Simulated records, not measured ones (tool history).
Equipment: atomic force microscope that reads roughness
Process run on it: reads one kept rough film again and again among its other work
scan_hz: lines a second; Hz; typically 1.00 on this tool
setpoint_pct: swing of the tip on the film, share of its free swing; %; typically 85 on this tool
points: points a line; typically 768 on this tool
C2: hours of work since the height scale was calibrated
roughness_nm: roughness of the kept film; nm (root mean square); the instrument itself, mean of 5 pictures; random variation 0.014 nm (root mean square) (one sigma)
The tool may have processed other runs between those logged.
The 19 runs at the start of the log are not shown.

{"run": 20, "hour": 218.4, "scan_hz": 0.88, "setpoint_pct": 85, "points": 768, "pictures with this tip": 158, "C2": 135, "roughness_nm": 2.114}
{"run": 21, "hour": 228.8, "scan_hz": 1.09, "setpoint_pct": 57, "points": 927, "pictures with this tip": 173, "C2": 139, "roughness_nm": 2.08}
{"hour": 242.2, "done": "new tip fitted"}
{"run": 22, "hour": 243.4, "scan_hz": 0.89, "setpoint_pct": 87, "points": 344, "pictures with this tip": 2, "C2": 145, "roughness_nm": 3.326}
{"run": 23, "hour": 253.6, "scan_hz": 1.02, "setpoint_pct": 59, "points": 344, "pictures with this tip": 17, "C2": 150, "roughness_nm": 3.193}
{"run": 24, "hour": 269.4, "scan_hz": 3.75, "setpoint_pct": 88, "points": 294, "pictures with this tip": 41, "C2": 157, "roughness_nm": 2.478}
{"run": 25, "hour": 284.9, "scan_hz": 3.75, "setpoint_pct": 88, "points": 294, "pictures with this tip": 63, "C2": 163, "roughness_nm": 2.322}
{"run": 26, "hour": 294.0, "scan_hz": 3.75, "setpoint_pct": 88, "points": 294, "pictures with this tip": 77, "C2": 167, "roughness_nm": 2.242}
{"run": 27, "hour": 302.7, "scan_hz": 3.75, "setpoint_pct": 88, "points": 294, "pictures with this tip": 90, "C2": 171, "roughness_nm": 2.167}
{"hour": 304.6, "done": "height scale calibrated on a step standard"}
{"run": 28, "hour": 317.6, "scan_hz": 3.75, "setpoint_pct": 88, "points": 294, "pictures with this tip": 110, "C2": 6, "roughness_nm": 2.032}
{"run": 29, "hour": 325.3, "scan_hz": 3.75, "setpoint_pct": 88, "points": 294, "pictures with this tip": 121, "C2": 9, "roughness_nm": 1.978}
{"run": 30, "hour": 339.7, "scan_hz": 1.0, "setpoint_pct": 62, "points": 592, "pictures with this tip": 143, "C2": 15, "roughness_nm": 2.203}
{"run": 31, "hour": 354.6, "scan_hz": 1.0, "setpoint_pct": 81, "points": 427, "pictures with this tip": 165, "C2": 22, "roughness_nm": 2.03}
{"run": 32, "hour": 370.6, "scan_hz": 1.0, "setpoint_pct": 64, "points": 917, "pictures with this tip": 188, "C2": 29, "roughness_nm": 1.996}
{"hour": 374.6, "done": "new tip fitted"}
{"run": 33, "hour": 384.4, "scan_hz": 1.0, "setpoint_pct": 64, "points": 917, "pictures with this tip": 15, "C2": 35, "roughness_nm": 3.249}
{"hour": 393.5, "done": "height scale calibrated on a step standard, once more"}
{"run": 34, "hour": 397.4, "scan_hz": 3.6, "setpoint_pct": 69, "points": 917, "pictures with this tip": 32, "C2": 2, "roughness_nm": 2.93}
{"run": 35, "hour": 405.2, "scan_hz": 1.0, "setpoint_pct": 59, "points": 768, "pictures with this tip": 44, "C2": 5, "roughness_nm": 2.923}
{"run": 36, "hour": 413.8, "scan_hz": 2.97, "setpoint_pct": 59, "points": 673, "pictures with this tip": 57, "C2": 9, "roughness_nm": 2.771}
{"run": 37, "hour": 422.4, "scan_hz": 2.97, "setpoint_pct": 75, "points": 337, "pictures with this tip": 69, "C2": 13, "roughness_nm": 2.495}
{"run": 38, "hour": 433.5, "scan_hz": 2.97, "setpoint_pct": 75, "points": 337, "pictures with this tip": 86, "C2": 17, "roughness_nm": 2.366}
{"run": 39, "hour": 449.9, "scan_hz": 2.97, "setpoint_pct": 64, "points": 432, "pictures with this tip": 110, "C2": 25, "roughness_nm": 2.326}
{"run": 40, "hour": 457.3, "scan_hz": 1.0, "setpoint_pct": 84, "points": 278, "pictures with this tip": 121, "C2": 28, "roughness_nm": 2.195}

Predict each of these 4 candidate next runs independently; none follows another, all start after run 40:
{"run": "A", "hour": 471.8, "scan_hz": 1.0, "setpoint_pct": 74, "points": 278, "pictures with this tip": 142, "C2": 34, "roughness_nm": "?"}
{"run": "B", "hour": 471.8, "scan_hz": 0.53, "setpoint_pct": 84, "points": 433, "pictures with this tip": 142, "C2": 34, "roughness_nm": "?"}
{"run": "C", "hour": 471.8, "scan_hz": 1.0, "setpoint_pct": 85, "points": 375, "pictures with this tip": 142, "C2": 34, "roughness_nm": "?"}
{"run": "D", "hour": 471.8, "scan_hz": 1.0, "setpoint_pct": 62, "points": 877, "pictures with this tip": 142, "C2": 34, "roughness_nm": "?"}

run=A roughness_nm=2.120
run=B roughness_nm=2.152
run=C roughness_nm=2.105
run=D roughness_nm=2.185
With no hidden state in the tool, these same runs would have given:
run=A roughness_nm=3.443
run=B roughness_nm=3.497
run=C roughness_nm=3.418
run=D roughness_nm=3.547
